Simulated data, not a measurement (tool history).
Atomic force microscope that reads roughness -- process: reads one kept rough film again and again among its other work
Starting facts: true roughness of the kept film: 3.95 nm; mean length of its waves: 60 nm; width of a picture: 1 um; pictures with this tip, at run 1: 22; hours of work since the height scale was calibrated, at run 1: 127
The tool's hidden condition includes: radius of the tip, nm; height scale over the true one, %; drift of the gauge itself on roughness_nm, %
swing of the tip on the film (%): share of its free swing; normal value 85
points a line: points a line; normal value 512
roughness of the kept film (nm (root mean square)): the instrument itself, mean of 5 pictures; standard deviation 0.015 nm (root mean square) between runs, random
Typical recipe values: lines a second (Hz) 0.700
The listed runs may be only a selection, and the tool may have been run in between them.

| run | day | lines a second (Hz) | swing of the tip on the film (%) | points a line | pictures with this tip | hours of work since the height scale was calibrated | roughness of the kept film (nm (root mean square)) |
|---|---|---|---|---|---|---|---|
| 1 | 0.000 | 0.700 | 85 | 512 | 22 | 127 | 3.554 |
| 2 | 0.462 | 0.634 | 85 | 512 | 38 | 133 | 3.543 |
| 3 | 0.908 | 0.700 | 85 | 512 | 53 | 138 | 3.481 |
| 4 | 1.475 | 0.700 | 85 | 512 | 71 | 145 | 3.440 |
| 5 | 2.025 | 0.700 | 85 | 512 | 90 | 152 | 3.407 |
| 6 | 2.446 | 0.700 | 85 | 512 | 104 | 157 | 3.375 |
| 7 | 3.033 | 0.700 | 85 | 597 | 123 | 164 | 3.305 |
| 8 | 3.333 | 1.538 | 85 | 597 | 133 | 168 | 3.119 |
|  | 3.412 | height scale calibrated on a step standard |
|  | 3.812 | new tip fitted |
| 9 | 4.000 | 0.907 | 85 | 512 | 6 | 7 | 3.533 |
| 10 | 4.604 | 0.700 | 58 | 512 | 26 | 14 | 3.673 |
| 11 | 5.271 | 0.700 | 58 | 512 | 49 | 23 | 3.618 |
| 12 | 5.550 | 0.603 | 61 | 771 | 58 | 26 | 3.627 |
| 13 | 5.883 | 0.603 | 61 | 771 | 69 | 30 | 3.580 |
| 14 | 6.204 | 0.603 | 70 | 848 | 80 | 34 | 3.528 |
|  | 6.583 | height scale calibrated on a step standard, once more |
| 15 | 6.908 | 0.700 | 64 | 406 | 102 | 4 | 3.505 |
| 16 | 7.267 | 0.700 | 64 | 406 | 114 | 8 | 3.424 |
| 17 | 7.758 | 0.700 | 64 | 406 | 130 | 14 | 3.429 |
|  | 8.300 | new tip fitted |
| 18 | 8.412 | 0.700 | 64 | 406 | 4 | 22 | 3.715 |
| 19 | 8.958 | 0.700 | 60 | 512 | 22 | 29 | 3.696 |
| 20 | 9.246 | 2.180 | 59 | 366 | 32 | 32 | 3.559 |
| 21 | 9.729 | 3.476 | 63 | 412 | 48 | 38 | 3.403 |

Consider 4 possible next runs. They are alternatives, not a sequence: every one starts from the tool as it was left by run 21. What does each give?
| A | 10.100 | 0.538 | 85 | 512 | 60 | 43 | ? |
| B | 10.100 | 3.721 | 55 | 674 | 60 | 43 | ? |
| C | 10.100 | 0.700 | 63 | 407 | 60 | 43 | ? |
| D | 10.100 | 0.700 | 63 | 615 | 60 | 43 | ? |

| run | roughness of the kept film (nm (root mean square)) |
|---|---|
| A | 3.491 |
| B | 3.485 |
| C | 3.580 |
| D | 3.582 |
Without the tool's hidden state the same runs would have given:
| run | roughness of the kept film (nm (root mean square)) |
|---|---|
| A | 3.638 |
| B | 3.630 |
| C | 3.730 |
| D | 3.732 |

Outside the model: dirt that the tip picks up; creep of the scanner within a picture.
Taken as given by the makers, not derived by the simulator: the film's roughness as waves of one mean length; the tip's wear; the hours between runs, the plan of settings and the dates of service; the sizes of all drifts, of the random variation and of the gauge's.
